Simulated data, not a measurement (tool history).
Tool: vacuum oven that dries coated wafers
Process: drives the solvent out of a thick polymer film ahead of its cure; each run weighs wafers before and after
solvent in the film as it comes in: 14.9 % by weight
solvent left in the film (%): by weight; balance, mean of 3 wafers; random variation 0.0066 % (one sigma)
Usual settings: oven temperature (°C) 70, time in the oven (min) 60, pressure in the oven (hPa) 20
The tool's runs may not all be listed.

run,day,oven temperature (°C),time in the oven (min),pressure in the oven (hPa),solvent left in the film (%)
1,0,70,60,20,2.082
2,0.442,70,60,20,2.091
3,0.742,70,60,20,2.087
4,1.383,55,60,20,5.374
5,1.888,55,60,20,5.364
6,2.583,55,60,20,5.374
7,3.062,58,60,20,4.618
8,3.404,58,60,20,4.611
9,3.708,58,60,20,4.624
10,4.179,70,60,20,2.075
11,4.517,70,60,20,2.084
12,4.954,70,60,20,2.086
13,5.642,70,60,20,2.089
14,6.342,70,43,20,3.17
15,6.838,70,43,20,3.171
16,7.5,70,43,20,3.169
17,7.842,70,43,20,3.175
18,8.454,70,43,20,3.169
19,8.804,70,43,20,3.176
20,9.158,55,43,20,6.693
21,9.667,66,38,78.6,6.688
22,9.954,66,105,13.3,1.115
23,10.662,66,105,13.3,1.128
24,11.071,70,60,56.4,3.46
25,11.733,70,46,73,4.815
26,12.154,70,60,24,2.234
27,12.696,70,60,24,2.235
28,13.358,68,70,36.2,2.666
29,13.788,70,75,25.7,1.783
30,14.362,80,82,19.9,0.641
31,15.042,75,53,20,1.636
32,15.575,75,53,20,1.654
33,15.975,75,53,20,1.658
34,16.429,58,53,39.8,6.118
35,16.875,73,33,34.7,3.995
36,17.321,82,46,20,1.132
37,17.9,82,46,20,1.14
38,18.604,82,46,20,1.136
39,18.946,73,46,61.4,3.714

Forecast each of these 4 alternatives for the next run:
A,19.238,73,68,32.2,?
B,19.238,69,46,25.1,?
C,19.238,56,81,60.9,?
D,19.238,71,60,50.5,?

run,solvent left in the film (%)
A,1.809
B,3.316
C,6.558
D,3.055
Without the tool's hidden state the same runs would have given:
run,solvent left in the film (%)
A,1.81
B,3.319
C,6.562
D,3.058
